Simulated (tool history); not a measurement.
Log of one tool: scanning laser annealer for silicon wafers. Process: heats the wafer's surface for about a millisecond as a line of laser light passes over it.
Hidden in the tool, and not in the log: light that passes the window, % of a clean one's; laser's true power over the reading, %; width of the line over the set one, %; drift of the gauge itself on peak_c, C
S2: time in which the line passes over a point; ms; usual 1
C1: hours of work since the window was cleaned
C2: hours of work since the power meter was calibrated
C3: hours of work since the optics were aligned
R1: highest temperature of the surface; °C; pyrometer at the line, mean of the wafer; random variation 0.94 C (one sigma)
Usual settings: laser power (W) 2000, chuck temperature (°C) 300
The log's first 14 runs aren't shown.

{"run": 15, "hour": 167.2, "laser power (W)": 2000, "S2": 1, "chuck temperature (°C)": 270, "C1": 166, "C2": 354, "C3": 618, "R1": 1030.3}
{"run": 16, "hour": 181.3, "laser power (W)": 2000, "S2": 1, "chuck temperature (°C)": 270, "C1": 173, "C2": 362, "C3": 626, "R1": 1029.8}
{"run": 17, "hour": 191.9, "laser power (W)": 2000, "S2": 1, "chuck temperature (°C)": 270, "C1": 179, "C2": 367, "C3": 631, "R1": 1030.1}
{"run": 18, "hour": 206.7, "laser power (W)": 2000, "S2": 1, "chuck temperature (°C)": 270, "C1": 187, "C2": 375, "C3": 639, "R1": 1032.5}
{"run": 19, "hour": 216.2, "laser power (W)": 2000, "S2": 1, "chuck temperature (°C)": 270, "C1": 192, "C2": 380, "C3": 644, "R1": 1032.9}
{"run": 20, "hour": 225.9, "laser power (W)": 2085, "S2": 1.12, "chuck temperature (°C)": 337, "C1": 197, "C2": 385, "C3": 649, "R1": 1184.3}
{"run": 21, "hour": 234.7, "laser power (W)": 2085, "S2": 1.12, "chuck temperature (°C)": 337, "C1": 202, "C2": 390, "C3": 654, "R1": 1185}
{"run": 22, "hour": 245.0, "laser power (W)": 2085, "S2": 0.89, "chuck temperature (°C)": 337, "C1": 207, "C2": 395, "C3": 660, "R1": 1089.2}
{"run": 23, "hour": 253.5, "laser power (W)": 1720, "S2": 0.72, "chuck temperature (°C)": 304, "C1": 212, "C2": 400, "C3": 664, "R1": 841}
{"run": 24, "hour": 266.9, "laser power (W)": 2192, "S2": 0.7, "chuck temperature (°C)": 304, "C1": 219, "C2": 407, "C3": 671, "R1": 1008.3}
{"run": 25, "hour": 275.5, "laser power (W)": 2099, "S2": 0.82, "chuck temperature (°C)": 275, "C1": 223, "C2": 412, "C3": 676, "R1": 1003.3}
{"run": 26, "hour": 284.3, "laser power (W)": 2000, "S2": 0.94, "chuck temperature (°C)": 293, "C1": 228, "C2": 416, "C3": 680, "R1": 1030.4}
{"run": 27, "hour": 290.3, "laser power (W)": 1946, "S2": 0.97, "chuck temperature (°C)": 339, "C1": 231, "C2": 420, "C3": 684, "R1": 1063.7}
{"run": 28, "hour": 300.5, "laser power (W)": 1946, "S2": 0.97, "chuck temperature (°C)": 339, "C1": 237, "C2": 425, "C3": 689, "R1": 1064.3}
{"run": 29, "hour": 309.6, "laser power (W)": 1785, "S2": 0.79, "chuck temperature (°C)": 339, "C1": 242, "C2": 430, "C3": 694, "R1": 930.1}
{"run": 30, "hour": 319.5, "laser power (W)": 1785, "S2": 0.79, "chuck temperature (°C)": 339, "C1": 247, "C2": 435, "C3": 699, "R1": 929.3}
{"run": 31, "hour": 330.5, "laser power (W)": 1785, "S2": 0.79, "chuck temperature (°C)": 339, "C1": 253, "C2": 441, "C3": 705, "R1": 927.4}
{"run": 32, "hour": 339.1, "laser power (W)": 2006, "S2": 1.23, "chuck temperature (°C)": 290, "C1": 257, "C2": 446, "C3": 710, "R1": 1139.6}
{"run": 33, "hour": 345.9, "laser power (W)": 2196, "S2": 1.11, "chuck temperature (°C)": 290, "C1": 261, "C2": 449, "C3": 713, "R1": 1186.5}
{"run": 34, "hour": 360.8, "laser power (W)": 1886, "S2": 0.88, "chuck temperature (°C)": 323, "C1": 269, "C2": 457, "C3": 721, "R1": 987.6}
{"run": 35, "hour": 374.3, "laser power (W)": 1886, "S2": 0.88, "chuck temperature (°C)": 323, "C1": 276, "C2": 464, "C3": 728, "R1": 986.2}
{"run": 36, "hour": 384.0, "laser power (W)": 1905, "S2": 0.74, "chuck temperature (°C)": 308, "C1": 281, "C2": 469, "C3": 734, "R1": 922.4}

Forecast each of these 4 alternatives for the next run:
{"run": "A", "hour": 392.5, "laser power (W)": 2054, "S2": 1, "chuck temperature (°C)": 300, "C1": 286, "C2": 474, "C3": 738, "R1": "?"}
{"run": "B", "hour": 392.5, "laser power (W)": 1805, "S2": 1, "chuck temperature (°C)": 330, "C1": 286, "C2": 474, "C3": 738, "R1": "?"}
{"run": "C", "hour": 392.5, "laser power (W)": 2174, "S2": 0.86, "chuck temperature (°C)": 322, "C1": 286, "C2": 474, "C3": 738, "R1": "?"}
{"run": "D", "hour": 392.5, "laser power (W)": 2145, "S2": 0.8, "chuck temperature (°C)": 308, "C1": 286, "C2": 474, "C3": 738, "R1": "?"}

run=A R1=1085.3
run=B R1=1004
run=C R1=1097.1
run=D R1=1044.3
Without the tool's hidden state the same runs would have given:
run=A R1=1085.7
run=B R1=1004.3
run=C R1=1097.4
run=D R1=1044.7
